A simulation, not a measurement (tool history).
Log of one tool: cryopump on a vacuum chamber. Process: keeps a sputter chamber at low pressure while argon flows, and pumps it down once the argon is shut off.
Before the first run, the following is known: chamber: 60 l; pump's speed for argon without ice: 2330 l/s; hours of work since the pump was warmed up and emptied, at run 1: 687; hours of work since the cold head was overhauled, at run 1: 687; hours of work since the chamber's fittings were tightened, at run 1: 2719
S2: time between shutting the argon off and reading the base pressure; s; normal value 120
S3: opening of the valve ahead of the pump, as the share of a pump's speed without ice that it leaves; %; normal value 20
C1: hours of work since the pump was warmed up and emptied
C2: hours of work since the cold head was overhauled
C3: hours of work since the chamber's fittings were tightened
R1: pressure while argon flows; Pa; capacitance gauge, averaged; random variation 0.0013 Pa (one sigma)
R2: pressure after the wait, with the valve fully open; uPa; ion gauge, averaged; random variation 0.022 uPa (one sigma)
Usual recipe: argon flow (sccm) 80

{"run": 1, "hour": 0.0, "argon flow (sccm)": 80, "S2": 120, "S3": 20, "C1": 687, "C2": 687, "C3": 2719, "R1": 0.3156, "R2": 1.52}
{"run": 2, "hour": 70.8, "argon flow (sccm)": 80, "S2": 120, "S3": 57, "C1": 718, "C2": 718, "C3": 2749, "R1": 0.1278, "R2": 1.56}
{"hour": 102.8, "done": "pump warmed up, emptied and cooled again"}
{"run": 3, "hour": 190.8, "argon flow (sccm)": 80, "S2": 120, "S3": 20, "C1": 38, "C2": 767, "C3": 2799, "R1": 0.2902, "R2": 1.22}
{"run": 4, "hour": 269.4, "argon flow (sccm)": 80, "S2": 120, "S3": 20, "C1": 72, "C2": 801, "C3": 2833, "R1": 0.2923, "R2": 1.26}
{"run": 5, "hour": 361.8, "argon flow (sccm)": 80, "S2": 120, "S3": 20, "C1": 112, "C2": 841, "C3": 2873, "R1": 0.2925, "R2": 1.28}
{"run": 6, "hour": 454.4, "argon flow (sccm)": 80, "S2": 120, "S3": 20, "C1": 152, "C2": 881, "C3": 2912, "R1": 0.2946, "R2": 1.36}
{"run": 7, "hour": 554.8, "argon flow (sccm)": 80, "S2": 120, "S3": 20, "C1": 195, "C2": 924, "C3": 2956, "R1": 0.2944, "R2": 1.34}
{"run": 8, "hour": 645.9, "argon flow (sccm)": 154, "S2": 120, "S3": 20, "C1": 234, "C2": 963, "C3": 2995, "R1": 0.57, "R2": 1.39}
{"run": 9, "hour": 716.1, "argon flow (sccm)": 154, "S2": 120, "S3": 20, "C1": 264, "C2": 994, "C3": 3025, "R1": 0.5707, "R2": 1.36}
{"run": 10, "hour": 796.8, "argon flow (sccm)": 80, "S2": 120, "S3": 20, "C1": 299, "C2": 1028, "C3": 3060, "R1": 0.3005, "R2": 1.41}
{"run": 11, "hour": 906.9, "argon flow (sccm)": 80, "S2": 36, "S3": 20, "C1": 347, "C2": 1076, "C3": 3108, "R1": 0.3007, "R2": 2.33}
{"run": 12, "hour": 1006.2, "argon flow (sccm)": 80, "S2": 36, "S3": 40, "C1": 389, "C2": 1119, "C3": 3150, "R1": 0.1561, "R2": 2.33}
{"run": 13, "hour": 1054.8, "argon flow (sccm)": 73, "S2": 69, "S3": 21, "C1": 410, "C2": 1140, "C3": 3171, "R1": 0.2603, "R2": 1.81}
{"run": 14, "hour": 1105.6, "argon flow (sccm)": 81, "S2": 120, "S3": 26, "C1": 432, "C2": 1162, "C3": 3193, "R1": 0.239, "R2": 1.56}
{"run": 15, "hour": 1188.6, "argon flow (sccm)": 106, "S2": 48, "S3": 15, "C1": 468, "C2": 1197, "C3": 3229, "R1": 0.5298, "R2": 2.13}
{"run": 16, "hour": 1293.1, "argon flow (sccm)": 120, "S2": 169, "S3": 29, "C1": 513, "C2": 1242, "C3": 3274, "R1": 0.3233, "R2": 1.41}
{"run": 17, "hour": 1357.7, "argon flow (sccm)": 132, "S2": 58, "S3": 28, "C1": 541, "C2": 1270, "C3": 3302, "R1": 0.369, "R2": 2}
{"run": 18, "hour": 1411.8, "argon flow (sccm)": 80, "S2": 120, "S3": 24, "C1": 564, "C2": 1293, "C3": 3325, "R1": 0.2586, "R2": 1.6}
{"run": 19, "hour": 1467.7, "argon flow (sccm)": 57, "S2": 120, "S3": 24, "C1": 588, "C2": 1318, "C3": 3349, "R1": 0.1859, "R2": 1.55}
{"hour": 1505.1, "done": "leaking fittings of the chamber tightened, without venting"}
{"run": 20, "hour": 1566.7, "argon flow (sccm)": 57, "S2": 120, "S3": 24, "C1": 630, "C2": 1359, "C3": 27, "R1": 0.1859, "R2": 0.59}
{"run": 21, "hour": 1655.0, "argon flow (sccm)": 57, "S2": 120, "S3": 24, "C1": 668, "C2": 1397, "C3": 65, "R1": 0.1863, "R2": 0.61}
{"run": 22, "hour": 1751.3, "argon flow (sccm)": 79, "S2": 43, "S3": 29, "C1": 710, "C2": 1439, "C3": 106, "R1": 0.2214, "R2": 1.31}

Below are 5 alternative next runs, each starting from the tool's condition after run 22. Predict each:
{"hour": 1805.2, "done": "pump warmed up, emptied and cooled again"}
{"run": "A", "hour": 1839.4, "argon flow (sccm)": 53, "S2": 43, "S3": 23, "C1": 15, "C2": 1475, "C3": 142, "R1": "?", "R2": "?"}
{"hour": 1805.2, "done": "pump warmed up, emptied and cooled again"}
{"run": "B", "hour": 1839.4, "argon flow (sccm)": 80, "S2": 27, "S3": 23, "C1": 15, "C2": 1475, "C3": 142, "R1": "?", "R2": "?"}
{"hour": 1805.2, "done": "pump warmed up, emptied and cooled again"}
{"run": "C", "hour": 1839.4, "argon flow (sccm)": 80, "S2": 95, "S3": 22, "C1": 15, "C2": 1475, "C3": 142, "R1": "?", "R2": "?"}
{"hour": 1805.2, "done": "pump warmed up, emptied and cooled again"}
{"run": "D", "hour": 1839.4, "argon flow (sccm)": 94, "S2": 43, "S3": 29, "C1": 15, "C2": 1475, "C3": 142, "R1": "?", "R2": "?"}
{"hour": 1805.2, "done": "pump warmed up, emptied and cooled again"}
{"run": "E", "hour": 1839.4, "argon flow (sccm)": 105, "S2": 103, "S3": 53, "C1": 15, "C2": 1475, "C3": 142, "R1": "?", "R2": "?"}

run=A R1=0.1679 R2=1.27
run=B R1=0.2546 R2=1.93
run=C R1=0.2663 R2=0.68
run=D R1=0.2352 R2=1.27
run=E R1=0.1454 R2=0.62
Had the tool no hidden state, the same runs would have come out as:
run=A R1=0.1672 R2=1.23
run=B R1=0.2536 R2=1.89
run=C R1=0.2652 R2=0.64
run=D R1=0.234 R2=1.23
run=E R1=0.1441 R2=0.58

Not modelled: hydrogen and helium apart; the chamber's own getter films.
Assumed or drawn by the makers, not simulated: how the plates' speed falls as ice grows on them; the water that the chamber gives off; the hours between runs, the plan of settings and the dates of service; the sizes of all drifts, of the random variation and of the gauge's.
